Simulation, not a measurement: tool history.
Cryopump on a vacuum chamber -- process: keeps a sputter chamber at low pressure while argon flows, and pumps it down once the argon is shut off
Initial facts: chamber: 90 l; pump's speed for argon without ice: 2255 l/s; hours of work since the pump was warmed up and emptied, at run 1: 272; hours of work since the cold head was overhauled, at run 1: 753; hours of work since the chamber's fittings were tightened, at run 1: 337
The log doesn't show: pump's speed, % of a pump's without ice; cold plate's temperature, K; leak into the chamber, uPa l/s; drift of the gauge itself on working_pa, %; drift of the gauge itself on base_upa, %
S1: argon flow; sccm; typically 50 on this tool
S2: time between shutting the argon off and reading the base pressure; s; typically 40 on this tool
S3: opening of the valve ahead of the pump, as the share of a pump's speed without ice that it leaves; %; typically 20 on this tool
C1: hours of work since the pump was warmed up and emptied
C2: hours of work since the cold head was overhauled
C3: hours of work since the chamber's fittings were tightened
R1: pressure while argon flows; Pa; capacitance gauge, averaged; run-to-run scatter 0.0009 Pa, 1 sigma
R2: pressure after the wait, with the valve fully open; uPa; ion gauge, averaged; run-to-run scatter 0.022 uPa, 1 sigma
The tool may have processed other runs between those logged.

| run | hour | S1 | S2 | S3 | C1 | C2 | C3 | R1 | R2 |
|---|---|---|---|---|---|---|---|---|---|
| 1 | 0 | 50 | 40 | 20 | 272 | 753 | 337 | 0.1956 | 0.94 |
| 2 | 33.9 | 50 | 24 | 20 | 293 | 774 | 358 | 0.1952 | 1.24 |
| 3 | 54 | 50 | 24 | 20 | 306 | 787 | 371 | 0.1959 | 1.29 |
| 4 | 91.2 | 50 | 40 | 20 | 329 | 810 | 394 | 0.1978 | 1.01 |
| 5 | 118 | 50 | 40 | 20 | 345 | 826 | 410 | 0.195 | 1.01 |
| 6 | 135.9 | 50 | 40 | 20 | 357 | 838 | 422 | 0.1982 | 0.98 |
| 7 | 172.7 | 50 | 40 | 20 | 379 | 860 | 444 | 0.1978 | 0.99 |
| 8 | 195.5 | 50 | 40 | 20 | 394 | 875 | 459 | 0.1984 | 1.06 |
| 9 | 218.5 | 50 | 40 | 20 | 408 | 889 | 473 | 0.2002 | 1.05 |
| 10 | 248.4 | 50 | 21 | 20 | 426 | 907 | 492 | 0.2014 | 1.53 |
| 11 | 268.6 | 50 | 21 | 20 | 439 | 920 | 504 | 0.2012 | 1.49 |
|  | 307 | pump warmed up, emptied and cooled again |
| 12 | 310 | 50 | 21 | 20 | 2 | 943 | 527 | 0.1879 | 1.42 |
| 13 | 342.8 | 50 | 21 | 20 | 22 | 963 | 547 | 0.1886 | 1.5 |
| 14 | 369.9 | 50 | 23 | 20 | 39 | 980 | 564 | 0.1879 | 1.39 |
| 15 | 399.7 | 50 | 23 | 20 | 58 | 998 | 582 | 0.1893 | 1.42 |
| 16 | 427.4 | 50 | 45 | 20 | 75 | 1016 | 600 | 0.1892 | 0.97 |
| 17 | 446.6 | 50 | 40 | 19 | 87 | 1028 | 612 | 0.1989 | 1.04 |
| 18 | 478.6 | 62 | 40 | 20 | 107 | 1047 | 631 | 0.2366 | 1.06 |
| 19 | 502.7 | 62 | 21 | 20 | 122 | 1062 | 646 | 0.2361 | 1.51 |
| 20 | 528 | 39 | 157 | 20 | 137 | 1078 | 662 | 0.1496 | 0.72 |
| 21 | 544.7 | 56 | 50 | 21 | 148 | 1088 | 673 | 0.2036 | 1 |
| 22 | 564.9 | 34 | 32 | 20 | 160 | 1101 | 685 | 0.1304 | 1.27 |
| 23 | 594.7 | 38 | 40 | 20 | 179 | 1120 | 704 | 0.1463 | 1.15 |
| 24 | 612.5 | 38 | 40 | 20 | 190 | 1131 | 715 | 0.1462 | 1.13 |
| 25 | 644.5 | 38 | 40 | 20 | 210 | 1151 | 735 | 0.1473 | 1.17 |
| 26 | 671.3 | 29 | 24 | 20 | 226 | 1167 | 751 | 0.1128 | 1.6 |
| 27 | 692 | 56 | 276 | 20 | 239 | 1180 | 764 | 0.2173 | 0.81 |
| 28 | 725.1 | 56 | 276 | 20 | 260 | 1201 | 785 | 0.2175 | 0.83 |
| 29 | 755.3 | 56 | 276 | 20 | 279 | 1219 | 803 | 0.2164 | 0.81 |
| 30 | 787 | 50 | 40 | 17 | 298 | 1239 | 823 | 0.2294 | 1.29 |
| 31 | 805.4 | 50 | 40 | 17 | 310 | 1250 | 835 | 0.2283 | 1.35 |
| 32 | 838.9 | 50 | 40 | 46 | 331 | 1271 | 855 | 0.0911 | 1.29 |
| 33 | 854.1 | 50 | 30 | 25 | 340 | 1281 | 865 | 0.1602 | 1.56 |
| 34 | 871.7 | 66 | 184 | 23 | 351 | 1292 | 876 | 0.2287 | 0.94 |

Forecast each of these 3 alternatives for the next run:
| A | 906.4 | 37 | 86 | 28 | 372 | 1313 | 897 | ? | ? |
| B | 906.4 | 50 | 40 | 16 | 372 | 1313 | 897 | ? | ? |
| C | 906.4 | 50 | 31 | 20 | 372 | 1313 | 897 | ? | ? |

| run | R1 | R2 |
|---|---|---|
| A | 0.1076 | 1.12 |
| B | 0.2449 | 1.37 |
| C | 0.1988 | 1.6 |
What these runs would have given with no unlogged condition in the tool:
| run | R1 | R2 |
|---|---|---|
| A | 0.0994 | 0.36 |
| B | 0.2338 | 0.63 |
| C | 0.1876 | 0.83 |
